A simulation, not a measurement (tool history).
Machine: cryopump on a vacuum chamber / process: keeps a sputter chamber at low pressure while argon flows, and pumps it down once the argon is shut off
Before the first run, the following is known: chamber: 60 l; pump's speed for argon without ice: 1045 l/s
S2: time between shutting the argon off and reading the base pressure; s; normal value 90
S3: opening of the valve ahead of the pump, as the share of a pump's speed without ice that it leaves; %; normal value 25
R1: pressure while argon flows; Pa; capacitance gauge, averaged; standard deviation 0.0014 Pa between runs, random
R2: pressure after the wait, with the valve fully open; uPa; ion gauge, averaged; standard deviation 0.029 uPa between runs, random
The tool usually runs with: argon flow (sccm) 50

{"run": 1, "hour": 0.0, "argon flow (sccm)": 50, "S2": 90, "S3": 25, "R1": 0.3259, "R2": 1.77}
{"run": 2, "hour": 16.2, "argon flow (sccm)": 50, "S2": 90, "S3": 37, "R1": 0.2216, "R2": 1.76}
{"run": 3, "hour": 47.3, "argon flow (sccm)": 95, "S2": 90, "S3": 37, "R1": 0.4212, "R2": 1.82}
{"run": 4, "hour": 65.7, "argon flow (sccm)": 95, "S2": 90, "S3": 37, "R1": 0.4176, "R2": 1.8}
{"run": 5, "hour": 84.8, "argon flow (sccm)": 29, "S2": 90, "S3": 25, "R1": 0.1888, "R2": 1.88}
{"run": 6, "hour": 101.5, "argon flow (sccm)": 29, "S2": 90, "S3": 25, "R1": 0.1905, "R2": 1.84}
{"run": 7, "hour": 116.8, "argon flow (sccm)": 29, "S2": 167, "S3": 25, "R1": 0.1894, "R2": 1.27}
{"run": 8, "hour": 133.9, "argon flow (sccm)": 50, "S2": 268, "S3": 25, "R1": 0.327, "R2": 1.1}
{"run": 9, "hour": 151.6, "argon flow (sccm)": 50, "S2": 90, "S3": 25, "R1": 0.3266, "R2": 1.88}
{"run": 10, "hour": 166.0, "argon flow (sccm)": 50, "S2": 90, "S3": 25, "R1": 0.3274, "R2": 1.86}
{"run": 11, "hour": 192.5, "argon flow (sccm)": 50, "S2": 90, "S3": 25, "R1": 0.3267, "R2": 1.87}
{"run": 12, "hour": 207.2, "argon flow (sccm)": 50, "S2": 90, "S3": 25, "R1": 0.3276, "R2": 1.88}
{"run": 13, "hour": 221.0, "argon flow (sccm)": 50, "S2": 90, "S3": 25, "R1": 0.3286, "R2": 1.88}
{"run": 14, "hour": 241.9, "argon flow (sccm)": 50, "S2": 90, "S3": 25, "R1": 0.3271, "R2": 1.94}
{"run": 15, "hour": 268.8, "argon flow (sccm)": 50, "S2": 90, "S3": 25, "R1": 0.3291, "R2": 1.97}
{"run": 16, "hour": 290.6, "argon flow (sccm)": 50, "S2": 90, "S3": 25, "R1": 0.329, "R2": 1.92}
{"run": 17, "hour": 304.3, "argon flow (sccm)": 50, "S2": 144, "S3": 25, "R1": 0.3319, "R2": 1.53}
{"run": 18, "hour": 335.9, "argon flow (sccm)": 70, "S2": 34, "S3": 25, "R1": 0.4629, "R2": 3.87}
{"run": 19, "hour": 352.1, "argon flow (sccm)": 50, "S2": 132, "S3": 25, "R1": 0.3287, "R2": 1.64}
{"run": 20, "hour": 384.7, "argon flow (sccm)": 50, "S2": 132, "S3": 25, "R1": 0.3299, "R2": 1.65}
{"run": 21, "hour": 400.3, "argon flow (sccm)": 50, "S2": 132, "S3": 25, "R1": 0.3304, "R2": 1.64}
{"run": 22, "hour": 432.7, "argon flow (sccm)": 50, "S2": 132, "S3": 25, "R1": 0.3318, "R2": 1.69}
{"run": 23, "hour": 452.0, "argon flow (sccm)": 50, "S2": 96, "S3": 30, "R1": 0.2787, "R2": 1.94}
{"run": 24, "hour": 471.2, "argon flow (sccm)": 79, "S2": 211, "S3": 30, "R1": 0.4413, "R2": 1.4}
{"run": 25, "hour": 485.9, "argon flow (sccm)": 79, "S2": 21, "S3": 54, "R1": 0.2506, "R2": 5.84}
{"run": 26, "hour": 505.6, "argon flow (sccm)": 75, "S2": 52, "S3": 46, "R1": 0.2763, "R2": 2.92}
{"run": 27, "hour": 519.7, "argon flow (sccm)": 57, "S2": 235, "S3": 39, "R1": 0.2473, "R2": 1.42}
{"run": 28, "hour": 536.3, "argon flow (sccm)": 31, "S2": 23, "S3": 33, "R1": 0.1567, "R2": 5.26}
{"run": 29, "hour": 563.4, "argon flow (sccm)": 50, "S2": 90, "S3": 47, "R1": 0.1817, "R2": 2.09}
{"run": 30, "hour": 578.8, "argon flow (sccm)": 50, "S2": 90, "S3": 47, "R1": 0.1829, "R2": 2.06}
{"run": 31, "hour": 601.3, "argon flow (sccm)": 46, "S2": 35, "S3": 34, "R1": 0.229, "R2": 3.87}
{"run": 32, "hour": 633.0, "argon flow (sccm)": 46, "S2": 35, "S3": 34, "R1": 0.229, "R2": 3.98}
{"run": 33, "hour": 658.9, "argon flow (sccm)": 39, "S2": 58, "S3": 25, "R1": 0.259, "R2": 2.83}
{"run": 34, "hour": 679.0, "argon flow (sccm)": 45, "S2": 35, "S3": 38, "R1": 0.2009, "R2": 3.99}

Predict each of these 3 candidate next runs independently; none follows another, all start after run 34:
{"run": "A", "hour": 694.0, "argon flow (sccm)": 30, "S2": 35, "S3": 38, "R1": "?", "R2": "?"}
{"run": "B", "hour": 694.0, "argon flow (sccm)": 90, "S2": 90, "S3": 36, "R1": "?", "R2": "?"}
{"run": "C", "hour": 694.0, "argon flow (sccm)": 81, "S2": 134, "S3": 40, "R1": "?", "R2": "?"}

run=A R1=0.1359 R2=3.91
run=B R1=0.4273 R2=2.26
run=C R1=0.3472 R2=1.86
Had the tool no hidden state, the same runs would have come out as:
run=A R1=0.1287 R2=3.14
run=B R1=0.4059 R2=1.46
run=C R1=0.328 R2=1.08
